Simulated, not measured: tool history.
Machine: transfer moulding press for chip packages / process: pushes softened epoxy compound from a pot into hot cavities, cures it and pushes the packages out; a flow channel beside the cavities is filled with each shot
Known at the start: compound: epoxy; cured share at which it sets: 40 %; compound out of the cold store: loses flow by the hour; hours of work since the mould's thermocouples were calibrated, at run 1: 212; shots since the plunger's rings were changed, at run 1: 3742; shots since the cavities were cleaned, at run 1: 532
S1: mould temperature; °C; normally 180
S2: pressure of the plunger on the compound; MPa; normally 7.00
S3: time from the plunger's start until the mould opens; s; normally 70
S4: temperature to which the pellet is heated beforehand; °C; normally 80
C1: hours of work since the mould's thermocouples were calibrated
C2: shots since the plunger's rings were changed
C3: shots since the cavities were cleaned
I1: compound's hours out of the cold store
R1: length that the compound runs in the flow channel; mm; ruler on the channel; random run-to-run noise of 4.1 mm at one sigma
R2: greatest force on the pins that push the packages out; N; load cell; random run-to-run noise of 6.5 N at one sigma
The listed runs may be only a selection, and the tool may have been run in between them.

run,hour,S1,S2,S3,S4,C1,C2,C3,I1,R1,R2
1,0.0,180,7.00,70,80,212,3742,532,11.8,928,451
# hour 20.7: cavities cleaned with cleaning compound and waxed
# hour 38.1: plunger's sealing rings changed
2,45.5,180,7.00,70,80,243,132,397,31.2,897,400
# hour 74.3: cavities cleaned with cleaning compound and waxed
3,93.6,180,7.00,70,80,278,962,344,26.2,910,393
# hour 124.2: cavities cleaned with cleaning compound and waxed
4,144.0,180,7.00,70,80,315,1832,351,10.3,959,413
# hour 175.1: cavities cleaned with cleaning compound and waxed
5,175.1,180,7.00,70,80,337,2360,0,33.5,866,251
6,213.8,180,7.00,64,80,366,3050,690,29.3,875,560
# hour 227.3: cavities cleaned with cleaning compound and waxed
7,261.3,180,7.00,64,80,401,3869,605,12.9,912,543
# hour 277.4: cavities cleaned with cleaning compound and waxed
# hour 289.7: plunger's sealing rings changed
8,291.6,180,7.00,64,80,420,34,208,20.8,930,387
# hour 332.3: cavities cleaned with cleaning compound and waxed
# hour 337.6: mould's thermocouples calibrated
9,341.1,180,7.00,70,80,3,853,121,16.5,942,322
10,373.9,180,6.79,50,76,27,1436,704,47.7,819,867
# hour 388.6: cavities cleaned with cleaning compound and waxed
11,407.7,180,6.13,83,77,51,2012,340,32.7,814,353
# hour 440.1: cavities cleaned with cleaning compound and waxed
12,463.2,180,7.00,105,80,92,2974,411,41.8,837,328
# hour 491.2: cavities cleaned with cleaning compound and waxed
13,491.2,179,7.67,78,80,112,3447,0,22.8,936,247
14,517.8,172,6.40,70,71,132,3920,473,15.3,906,709
# hour 543.9: plunger's sealing rings changed
# hour 545.4: cavities cleaned with cleaning compound and waxed
15,573.4,172,5.43,70,75,171,498,498,19.4,852,724
# hour 595.2: cavities cleaned with cleaning compound and waxed
16,615.0,180,5.67,70,77,201,1213,353,39.5,764,387
# hour 646.2: cavities cleaned with cleaning compound and waxed
17,671.0,172,7.00,70,80,242,2183,441,45.8,863,549

Predict each of these 5 candidate next runs independently; none follows another, all start after run 17:
# hour 698.9: cavities cleaned with cleaning compound and waxed
A,711.5,178,6.79,70,80,271,2879,225,39.2,?,?
# hour 698.9: cavities cleaned with cleaning compound and waxed
B,711.5,172,7.00,50,80,271,2879,225,40.8,?,?
# hour 698.9: cavities cleaned with cleaning compound and waxed
C,711.5,180,7.00,76,80,271,2879,225,26.7,?,?
# hour 698.9: cavities cleaned with cleaning compound and waxed
D,711.5,179,7.00,70,80,271,2879,225,22.9,?,?
# hour 698.9: cavities cleaned with cleaning compound and waxed
E,711.5,180,5.34,84,80,271,2879,225,47.2,?,?

run,R1,R2
A,837,374
B,854,1024
C,882,325
D,894,363
E,707,311
Had the tool no hidden state, the same runs would have come out as:
run,R1,R2
A,866,276
B,884,756
C,913,241
D,926,267
E,732,232

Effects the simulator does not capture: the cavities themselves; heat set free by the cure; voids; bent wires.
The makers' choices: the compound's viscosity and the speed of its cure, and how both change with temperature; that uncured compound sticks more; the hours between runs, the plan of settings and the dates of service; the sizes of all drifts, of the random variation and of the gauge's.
